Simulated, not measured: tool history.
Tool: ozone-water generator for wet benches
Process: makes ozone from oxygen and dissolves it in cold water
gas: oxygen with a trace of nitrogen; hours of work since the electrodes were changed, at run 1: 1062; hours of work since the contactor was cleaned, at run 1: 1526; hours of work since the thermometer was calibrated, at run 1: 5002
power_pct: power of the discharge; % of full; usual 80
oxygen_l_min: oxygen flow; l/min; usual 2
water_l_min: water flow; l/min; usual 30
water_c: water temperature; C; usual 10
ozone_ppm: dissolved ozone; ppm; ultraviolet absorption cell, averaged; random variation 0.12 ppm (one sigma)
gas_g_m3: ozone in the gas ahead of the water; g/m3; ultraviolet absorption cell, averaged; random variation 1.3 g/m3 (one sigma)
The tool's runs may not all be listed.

| run | hour | power_pct | oxygen_l_min | water_l_min | water_c | hours of work since the electrodes were changed | hours of work since the contactor was cleaned | hours of work since the thermometer was calibrated | ozone_ppm | gas_g_m3 |
|---|---|---|---|---|---|---|---|---|---|---|
| 1 | 0 | 80 | 2 | 30 | 10 | 1062 | 1526 | 5002 | 11.4 | 250.4 |
| 2 | 186.2 | 88 | 2 | 30 | 10 | 1234 | 1697 | 5173 | 12.3 | 265 |
| 3 | 291.9 | 80 | 2 | 30 | 10 | 1331 | 1795 | 5271 | 11.5 | 249.4 |
| 4 | 377.1 | 80 | 2 | 30 | 10 | 1410 | 1873 | 5349 | 11.5 | 251.3 |
| 5 | 453.6 | 80 | 2 | 30 | 10 | 1480 | 1944 | 5420 | 11.6 | 252.1 |
|  | 538.6 | water thermometer calibrated |
| 6 | 562.3 | 80 | 2 | 30 | 10 | 1580 | 2044 | 22 | 11.4 | 247.9 |
| 7 | 699.2 | 80 | 2 | 30 | 10 | 1706 | 2170 | 148 | 11.6 | 252.4 |
| 8 | 859.6 | 57 | 2 | 30 | 10 | 1854 | 2318 | 296 | 9.2 | 204.3 |
| 9 | 1030.3 | 69 | 2 | 30 | 10 | 2012 | 2475 | 453 | 10.5 | 227.8 |
| 10 | 1111.6 | 69 | 2 | 24 | 10 | 2087 | 2550 | 528 | 13.2 | 227.6 |
| 11 | 1249.7 | 80 | 2 | 30 | 10 | 2214 | 2677 | 655 | 11.6 | 248.8 |
| 12 | 1379.8 | 80 | 2 | 30 | 10 | 2334 | 2797 | 775 | 11.7 | 248.7 |
|  | 1470.5 | contactor cleaned |
| 13 | 1558.3 | 80 | 2 | 30 | 10 | 2495 | 81 | 936 | 11.3 | 249.5 |
| 14 | 1708.6 | 80 | 2 | 30 | 10 | 2633 | 219 | 1075 | 11.6 | 250.9 |
| 15 | 1846.6 | 74 | 1.59 | 34 | 6 | 2760 | 347 | 1202 | 9.1 | 271.7 |
| 16 | 1989.5 | 90 | 1.37 | 34 | 6 | 2892 | 478 | 1334 | 9.6 | 337.2 |
| 17 | 2132.4 | 90 | 1.37 | 34 | 6 | 3024 | 610 | 1465 | 9.7 | 340 |
| 18 | 2228.1 | 58 | 1.31 | 30 | 10 | 3112 | 698 | 1554 | 8 | 262.8 |
| 19 | 2361.9 | 86 | 3.29 | 30 | 9 | 3235 | 822 | 1677 | 13.8 | 193.6 |
| 20 | 2452.5 | 63 | 3.29 | 30 | 17 | 3319 | 905 | 1760 | 10.6 | 158.7 |
| 21 | 2584.7 | 80 | 2 | 21 | 16 | 3441 | 1027 | 1882 | 15.9 | 251.6 |
| 22 | 2700 | 68 | 3.31 | 46 | 10 | 3547 | 1133 | 1989 | 7.3 | 165.8 |
| 23 | 2871.6 | 80 | 2 | 42 | 7 | 3705 | 1291 | 2147 | 7.8 | 248.6 |
| 24 | 3052.6 | 80 | 2 | 42 | 7 | 3872 | 1458 | 2314 | 7.8 | 248.4 |

5 ways to go on from here, each from the tool as it stands after run 24. What would each give?
| A | 3160 | 80 | 2.07 | 23 | 9 | 3971 | 1557 | 2413 | ? | ? |
| B | 3160 | 80 | 2 | 46 | 7 | 3971 | 1557 | 2413 | ? | ? |
| C | 3160 | 80 | 2.28 | 42 | 7 | 3971 | 1557 | 2413 | ? | ? |
| D | 3160 | 48 | 1.33 | 26 | 10 | 3971 | 1557 | 2413 | ? | ? |
| E | 3160 | 80 | 2 | 47 | 6 | 3971 | 1557 | 2413 | ? | ? |

| run | ozone_ppm | gas_g_m3 |
|---|---|---|
| A | 15.6 | 243 |
| B | 7.1 | 249.1 |
| C | 8.1 | 230.6 |
| D | 8.7 | 230 |
| E | 6.9 | 248.9 |
Without the tool's hidden state the same runs would have given:
| run | ozone_ppm | gas_g_m3 |
|---|---|---|
| A | 15.6 | 243.4 |
| B | 7.1 | 249.5 |
| C | 8.1 | 231 |
| D | 8.7 | 230.2 |
| E | 6.9 | 249.4 |
